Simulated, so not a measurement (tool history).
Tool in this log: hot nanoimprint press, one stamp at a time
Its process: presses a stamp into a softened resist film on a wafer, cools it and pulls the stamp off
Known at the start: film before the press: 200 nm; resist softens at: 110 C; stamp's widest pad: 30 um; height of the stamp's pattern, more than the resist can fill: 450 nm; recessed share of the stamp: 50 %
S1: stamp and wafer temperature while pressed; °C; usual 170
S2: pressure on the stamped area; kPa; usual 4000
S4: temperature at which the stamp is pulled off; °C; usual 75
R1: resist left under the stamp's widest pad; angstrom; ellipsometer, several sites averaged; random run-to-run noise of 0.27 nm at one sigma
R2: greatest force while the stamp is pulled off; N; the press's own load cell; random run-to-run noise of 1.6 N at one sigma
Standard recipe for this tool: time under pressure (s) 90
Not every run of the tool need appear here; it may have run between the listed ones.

Run 1, hour 0.0: usual settings. Result: R1 1089 angstrom, R2 138 N.
Run 2, hour 5.1: usual settings but S4 70 °C. Result: R1 1091 angstrom, R2 149 N.
Run 3, hour 14.3: usual settings. Result: R1 1091 angstrom, R2 137 N.
Run 4, hour 24.2: usual settings but time under pressure (s) 117. Result: R1 998 angstrom, R2 137 N.
Run 5, hour 32.4: usual settings but time under pressure (s) 117. Result: R1 994 angstrom, R2 136 N.
At hour 40.5: plate thermocouple calibrated.
Run 6, hour 41.5: usual settings. Result: R1 1067 angstrom, R2 134 N.
Run 7, hour 51.0: usual settings. Result: R1 1061 angstrom, R2 135 N.
Run 8, hour 60.5: usual settings. Result: R1 1063 angstrom, R2 134 N.
Run 9, hour 65.0: usual settings. Result: R1 1060 angstrom, R2 136 N.
Run 10, hour 74.3: usual settings. Result: R1 1060 angstrom, R2 136 N.
Run 11, hour 79.6: usual settings. Result: R1 1062 angstrom, R2 135 N.
Run 12, hour 89.7: usual settings. Result: R1 1067 angstrom, R2 136 N.
Run 13, hour 98.3: usual settings. Result: R1 1060 angstrom, R2 136 N.
Run 14, hour 107.7: usual settings. Result: R1 1063 angstrom, R2 140 N.
Run 15, hour 115.9: usual settings. Result: R1 1063 angstrom, R2 138 N.
Run 16, hour 121.9: usual settings. Result: R1 1066 angstrom, R2 139 N.
Run 17, hour 128.2: usual settings but S1 168 °C, S2 2790 kPa, time under pressure (s) 87, S4 68 °C. Result: R1 1304 angstrom, R2 155 N.
Run 18, hour 137.4: usual settings but S1 175 °C, S2 4610 kPa, time under pressure (s) 52, S4 74 °C. Result: R1 1041 angstrom, R2 144 N.
Run 19, hour 141.5: usual settings but S1 161 °C, S2 3630 kPa, S4 68 °C. Result: R1 1444 angstrom, R2 156 N.
Run 20, hour 148.6: usual settings but S1 161 °C, S2 3630 kPa, S4 77 °C. Result: R1 1437 angstrom, R2 136 N.
Run 21, hour 153.3: usual settings but S1 158 °C, S2 4150 kPa, S4 78 °C. Result: R1 1505 angstrom, R2 136 N.
Run 22, hour 158.7: usual settings but S1 180 °C, S2 5100 kPa, S4 80 °C. Result: R1 678 angstrom, R2 128 N.
Run 23, hour 163.3: usual settings but S1 177 °C, S2 5100 kPa, time under pressure (s) 91, S4 80 °C. Result: R1 752 angstrom, R2 128 N.
Run 24, hour 172.5: usual settings but S1 166 °C, S2 3670 kPa, time under pressure (s) 47, S4 83 °C. Result: R1 1483 angstrom, R2 123 N.
Run 25, hour 177.4: usual settings but S1 166 °C, S2 3670 kPa, time under pressure (s) 47, S4 83 °C. Result: R1 1475 angstrom, R2 120 N.
Run 26, hour 184.4: usual settings but S2 3550 kPa, time under pressure (s) 66. Result: R1 1231 angstrom, R2 143 N.
Run 27, hour 193.3: usual settings but S1 176 °C, S2 5240 kPa, time under pressure (s) 51, S4 80 °C. Result: R1 962 angstrom, R2 130 N.
Run 28, hour 203.4: usual settings but S1 176 °C, S2 5240 kPa, time under pressure (s) 51, S4 80 °C. Result: R1 964 angstrom, R2 130 N.
Run 29, hour 209.2: usual settings but S1 176 °C, S2 5240 kPa, time under pressure (s) 51, S4 80 °C. Result: R1 966 angstrom, R2 131 N.

What if the next run were any one of these 4? Each begins from the tool's condition after run 29:
Run A, hour 215.1: usual settings but S2 2550 kPa. Result: R1 ?, R2 ?.
Run B, hour 215.1: usual settings but S1 161 °C, S2 3290 kPa, S4 80 °C. Result: R1 ?, R2 ?.
Run C, hour 215.1: usual settings but time under pressure (s) 151, S4 68 °C. Result: R1 ?, R2 ?.
Run D, hour 215.1: usual settings but S1 164 °C, S2 6060 kPa, time under pressure (s) 96, S4 80 °C. Result: R1 ?, R2 ?.

run    R1   R2
  A  1266  146
  B  1485  130
  C   888  162
  D  1096  129
The same runs, with their run-to-run variation unchanged, on a tool lacking any hidden condition would have given:
run    R1   R2
  A  1262  123
  B  1480  110
  C   883  137
  D  1089  109

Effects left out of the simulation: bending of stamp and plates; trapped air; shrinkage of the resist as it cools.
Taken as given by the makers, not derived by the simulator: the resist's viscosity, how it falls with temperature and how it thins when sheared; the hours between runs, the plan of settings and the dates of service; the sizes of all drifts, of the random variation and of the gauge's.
